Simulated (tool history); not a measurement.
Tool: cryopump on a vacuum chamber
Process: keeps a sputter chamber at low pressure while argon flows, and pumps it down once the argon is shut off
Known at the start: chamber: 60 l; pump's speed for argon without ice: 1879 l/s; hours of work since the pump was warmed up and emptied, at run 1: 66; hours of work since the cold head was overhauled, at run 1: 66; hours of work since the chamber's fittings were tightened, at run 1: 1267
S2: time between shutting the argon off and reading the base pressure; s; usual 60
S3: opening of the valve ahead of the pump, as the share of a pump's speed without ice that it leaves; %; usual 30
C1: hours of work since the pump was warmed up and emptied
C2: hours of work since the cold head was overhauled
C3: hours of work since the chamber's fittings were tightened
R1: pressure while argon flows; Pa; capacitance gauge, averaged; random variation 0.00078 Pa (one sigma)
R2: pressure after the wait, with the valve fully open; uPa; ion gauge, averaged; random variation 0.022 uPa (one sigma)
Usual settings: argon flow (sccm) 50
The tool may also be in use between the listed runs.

{"run": 1, "hour": 0.0, "argon flow (sccm)": 50, "S2": 60, "S3": 30, "C1": 66, "C2": 66, "C3": 1267, "R1": 0.1514, "R2": 1.06}
{"run": 2, "hour": 23.2, "argon flow (sccm)": 50, "S2": 60, "S3": 17, "C1": 83, "C2": 83, "C3": 1284, "R1": 0.2644, "R2": 1.09}
{"run": 3, "hour": 42.4, "argon flow (sccm)": 50, "S2": 60, "S3": 17, "C1": 97, "C2": 97, "C3": 1298, "R1": 0.2651, "R2": 1.07}
{"run": 4, "hour": 59.4, "argon flow (sccm)": 50, "S2": 60, "S3": 17, "C1": 109, "C2": 109, "C3": 1311, "R1": 0.2652, "R2": 1.05}
{"run": 5, "hour": 86.8, "argon flow (sccm)": 50, "S2": 60, "S3": 17, "C1": 129, "C2": 129, "C3": 1331, "R1": 0.2653, "R2": 1.08}
{"run": 6, "hour": 110.7, "argon flow (sccm)": 50, "S2": 60, "S3": 17, "C1": 147, "C2": 147, "C3": 1348, "R1": 0.2682, "R2": 1.08}
{"run": 7, "hour": 125.5, "argon flow (sccm)": 50, "S2": 60, "S3": 17, "C1": 157, "C2": 157, "C3": 1359, "R1": 0.2657, "R2": 1.1}
{"run": 8, "hour": 137.8, "argon flow (sccm)": 50, "S2": 60, "S3": 17, "C1": 166, "C2": 166, "C3": 1368, "R1": 0.2651, "R2": 1.09}
{"run": 9, "hour": 154.0, "argon flow (sccm)": 50, "S2": 60, "S3": 16, "C1": 178, "C2": 178, "C3": 1379, "R1": 0.281, "R2": 1.1}
{"run": 10, "hour": 171.0, "argon flow (sccm)": 20, "S2": 46, "S3": 30, "C1": 190, "C2": 190, "C3": 1392, "R1": 0.0613, "R2": 1.23}
{"run": 11, "hour": 192.6, "argon flow (sccm)": 28, "S2": 23, "S3": 20, "C1": 206, "C2": 206, "C3": 1408, "R1": 0.1279, "R2": 1.72}

Forecast run 12:
{"run": 12, "hour": 209.0, "argon flow (sccm)": 80, "S2": 148, "S3": 49, "C1": 218, "C2": 218, "C3": 1419, "R1": "?", "R2": "?"}

{"run 12": {"R1": 0.1512, "R2": 0.91}}
Without the tool's hidden state the same run would have given R1 0.1473 Pa, R2 0.33 uPa.

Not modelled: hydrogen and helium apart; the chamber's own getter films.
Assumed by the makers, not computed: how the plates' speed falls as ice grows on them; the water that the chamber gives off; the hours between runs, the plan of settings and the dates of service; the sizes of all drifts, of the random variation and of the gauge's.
